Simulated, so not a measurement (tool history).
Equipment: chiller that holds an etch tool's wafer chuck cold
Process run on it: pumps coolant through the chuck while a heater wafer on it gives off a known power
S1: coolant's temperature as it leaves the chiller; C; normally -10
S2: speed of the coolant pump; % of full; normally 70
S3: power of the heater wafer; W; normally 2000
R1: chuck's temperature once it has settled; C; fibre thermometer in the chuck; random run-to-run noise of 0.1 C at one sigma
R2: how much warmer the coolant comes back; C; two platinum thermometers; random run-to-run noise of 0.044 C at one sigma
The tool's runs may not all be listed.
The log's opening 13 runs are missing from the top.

| run | day | S1 | S2 | S3 | R1 | R2 |
|---|---|---|---|---|---|---|
| 14 | 87.621 | -20 | 70 | 1187 | -4.8 | 6.3 |
| 15 | 95.008 | -20 | 70 | 1187 | -4.8 | 6.3 |
| 16 | 102.446 | -20 | 70 | 1187 | -4.9 | 6.31 |
| 17 | 111.95 | -20 | 70 | 1187 | -4.7 | 6.32 |
| 18 | 116.846 | -10 | 75 | 1258 | 5.1 | 6.28 |
| 19 | 122.521 | -9 | 70 | 2000 | 16.6 | 10.63 |
| 20 | 131.396 | -18 | 96 | 2000 | 1.7 | 7.81 |
| 21 | 136.712 | -18 | 96 | 2000 | 1.5 | 7.8 |
| 22 | 141.354 | -20 | 76 | 2000 | 3.9 | 9.84 |
| 23 | 145.879 | -11 | 76 | 2000 | 12.9 | 9.81 |
| 24 | 151.358 | -11 | 76 | 2000 | 13 | 9.85 |
| 25 | 156.071 | -11 | 76 | 2000 | 12.8 | 9.86 |
| 26 | 164.242 | -11 | 76 | 2000 | 13 | 9.86 |
| 27 | 170.7 | -1 | 93 | 1496 | 14.3 | 6.01 |
|  | 176.854 | chiller's thermometer calibrated |
| 28 | 176.854 | -1 | 93 | 1496 | 14 | 6.03 |
| 29 | 184.696 | -1 | 93 | 1496 | 14.2 | 6.07 |
| 30 | 191.908 | -1 | 93 | 1496 | 14.3 | 6.02 |
| 31 | 199.308 | -1 | 93 | 1496 | 14.1 | 6.04 |

Consider 4 possible next runs. They are alternatives, not a sequence: every one starts from the tool as it was left by run 31. What does each give?
| A | 203.542 | -19 | 93 | 1496 | ? | ? |
| B | 203.542 | -10 | 89 | 2976 | ? | ? |
| C | 203.542 | -19 | 93 | 1886 | ? | ? |
| D | 203.542 | -1 | 66 | 1331 | ? | ? |

| run | R1 | R2 |
|---|---|---|
| A | -3.7 | 6.04 |
| B | 21.2 | 12.54 |
| C | 0.2 | 7.64 |
| D | 17 | 7.45 |
The same runs, with their run-to-run variation unchanged, on a tool lacking any hidden condition would have given:
| run | R1 | R2 |
|---|---|---|
| A | -3.8 | 6.04 |
| B | 21.1 | 12.53 |
| C | 0.1 | 7.64 |
| D | 17 | 7.44 |

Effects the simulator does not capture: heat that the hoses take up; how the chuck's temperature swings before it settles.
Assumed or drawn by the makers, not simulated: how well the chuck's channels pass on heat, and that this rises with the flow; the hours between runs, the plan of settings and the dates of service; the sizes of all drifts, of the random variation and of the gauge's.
